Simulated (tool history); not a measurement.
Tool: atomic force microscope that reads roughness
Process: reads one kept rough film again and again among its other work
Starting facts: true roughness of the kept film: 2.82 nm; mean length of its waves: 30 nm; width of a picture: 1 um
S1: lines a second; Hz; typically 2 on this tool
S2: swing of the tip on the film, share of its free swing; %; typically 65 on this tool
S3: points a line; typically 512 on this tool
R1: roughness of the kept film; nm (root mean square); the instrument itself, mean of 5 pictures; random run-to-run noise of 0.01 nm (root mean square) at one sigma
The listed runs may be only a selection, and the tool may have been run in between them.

Run 1, hour 0: usual settings. Result: R1 2.142 nm (root mean square).
Run 2, hour 13.3: usual settings but S1 1.47 Hz. Result: R1 2.153 nm (root mean square).
Run 3, hour 27.3: usual settings but S1 1.47 Hz. Result: R1 2.132 nm (root mean square).
Run 4, hour 48.4: usual settings but S1 1.47 Hz. Result: R1 2.067 nm (root mean square).
Run 5, hour 68.2: usual settings but S1 1.47 Hz. Result: R1 2.03 nm (root mean square).
At hour 72.7: new tip fitted.
Run 6, hour 87.1: usual settings but S1 1.47 Hz, S2 83 %. Result: R1 2.144 nm (root mean square).
Run 7, hour 106: usual settings. Result: R1 2.239 nm (root mean square).
Run 8, hour 117.7: usual settings but S3 273. Result: R1 2.165 nm (root mean square).
Run 9, hour 138.9: usual settings but S3 273. Result: R1 2.129 nm (root mean square).
Run 10, hour 153.4: usual settings but S3 421. Result: R1 2.108 nm (root mean square).
Run 11, hour 162.1: usual settings but S3 421. Result: R1 2.083 nm (root mean square).
Run 12, hour 180.7: usual settings but S3 421. Result: R1 2.02 nm (root mean square).
Run 13, hour 195.6: usual settings but S3 421. Result: R1 1.993 nm (root mean square).
At hour 216.2: new tip fitted.
Run 14, hour 216.8: usual settings but S1 0.55 Hz, S3 421. Result: R1 2.495 nm (root mean square).
Run 15, hour 233.5: usual settings but S3 499. Result: R1 2.307 nm (root mean square).
Run 16, hour 249.8: usual settings but S1 1.64 Hz. Result: R1 2.283 nm (root mean square).
Run 17, hour 265.6: usual settings but S1 1.64 Hz. Result: R1 2.246 nm (root mean square).
Run 18, hour 274.9: usual settings but S1 1.64 Hz. Result: R1 2.219 nm (root mean square).
Run 19, hour 296.1: usual settings but S1 1.64 Hz. Result: R1 2.154 nm (root mean square).
Run 20, hour 311.6: usual settings but S1 1.64 Hz. Result: R1 2.112 nm (root mean square).
Run 21, hour 324.2: usual settings but S1 1.64 Hz. Result: R1 2.065 nm (root mean square).
Run 22, hour 334.6: usual settings but S1 1.68 Hz. Result: R1 2.037 nm (root mean square).
Run 23, hour 344.1: usual settings but S1 1.68 Hz. Result: R1 2.031 nm (root mean square).
At hour 359.2: new tip fitted.
Run 24, hour 360.8: usual settings but S1 1.68 Hz. Result: R1 2.388 nm (root mean square).
Run 25, hour 374.2: usual settings but S1 3.76 Hz, S2 75 %, S3 919. Result: R1 1.916 nm (root mean square).
Run 26, hour 387.2: usual settings but S1 1.08 Hz, S2 78 %, S3 819. Result: R1 2.248 nm (root mean square).
Run 27, hour 406.3: usual settings but S1 1.08 Hz, S2 78 %, S3 819. Result: R1 2.192 nm (root mean square).
Run 28, hour 415.6: usual settings but S1 3.55 Hz, S2 78 %, S3 819. Result: R1 1.765 nm (root mean square).
Run 29, hour 427.9: usual settings but S1 3.55 Hz, S2 78 %, S3 819. Result: R1 1.727 nm (root mean square).
Run 30, hour 441.2: usual settings but S1 3.55 Hz, S2 78 %, S3 819. Result: R1 1.717 nm (root mean square).
Run 31, hour 449.9: usual settings but S1 3.22 Hz, S2 57 %. Result: R1 2.085 nm (root mean square).
Run 32, hour 461.1: usual settings but S2 76 %, S3 648. Result: R1 1.91 nm (root mean square).
Run 33, hour 478.7: usual settings but S2 76 %, S3 648. Result: R1 1.877 nm (root mean square).
Run 34, hour 497.4: usual settings but S1 1.66 Hz, S3 325. Result: R1 1.977 nm (root mean square).
At hour 502.7: new tip fitted.
Run 35, hour 515.8: usual settings but S1 1.75 Hz, S2 66 %, S3 313. Result: R1 2.329 nm (root mean square).
Run 36, hour 527.1: usual settings but S1 1.75 Hz, S2 62 %, S3 836. Result: R1 2.342 nm (root mean square).
Run 37, hour 537: usual settings but S1 1.68 Hz, S2 64 %, S3 427. Result: R1 2.285 nm (root mean square).
Run 38, hour 551: usual settings but S1 0.51 Hz, S2 82 %, S3 711. Result: R1 2.285 nm (root mean square).
Run 39, hour 569.9: usual settings but S1 0.51 Hz, S2 75 %, S3 421. Result: R1 2.27 nm (root mean square).
Run 40, hour 582.1: usual settings but S1 0.51 Hz, S2 75 %, S3 421. Result: R1 2.21 nm (root mean square).
Run 41, hour 601.3: usual settings but S3 579. Result: R1 2.068 nm (root mean square).
Run 42, hour 611.8: usual settings but S3 579. Result: R1 2.042 nm (root mean square).
Run 43, hour 621.9: usual settings but S1 1.3 Hz, S2 64 %, S3 426. Result: R1 2.073 nm (root mean square).
Run 44, hour 631.6: usual settings but S1 3.55 Hz, S3 707. Result: R1 1.852 nm (root mean square).
At hour 645.7: new tip fitted.
Run 45, hour 646.4: usual settings but S1 0.83 Hz, S3 602. Result: R1 2.501 nm (root mean square).
Run 46, hour 660: usual settings but S1 0.83 Hz, S3 602. Result: R1 2.445 nm (root mean square).
Run 47, hour 671.5: usual settings but S1 0.83 Hz, S2 63 %, S3 324. Result: R1 2.388 nm (root mean square).
Run 48, hour 689.7: usual settings but S1 3.06 Hz, S2 56 %, S3 1004. Result: R1 2.262 nm (root mean square).

Alternative continuations, all from the tool just after run 48; predict every row:
Run A, hour 708.5: usual settings but S1 2.95 Hz, S2 56 %. Result: R1 ?.
Run B, hour 708.5: usual settings but S1 1.37 Hz. Result: R1 ?.
Run C, hour 708.5: usual settings but S1 0.65 Hz, S2 57 %, S3 788. Result: R1 ?.

run     R1
  A  2.204
  B  2.237
  C  2.344
What these runs would have given with no unlogged condition in the tool:
run     R1
  A  2.394
  B  2.429
  C  2.546
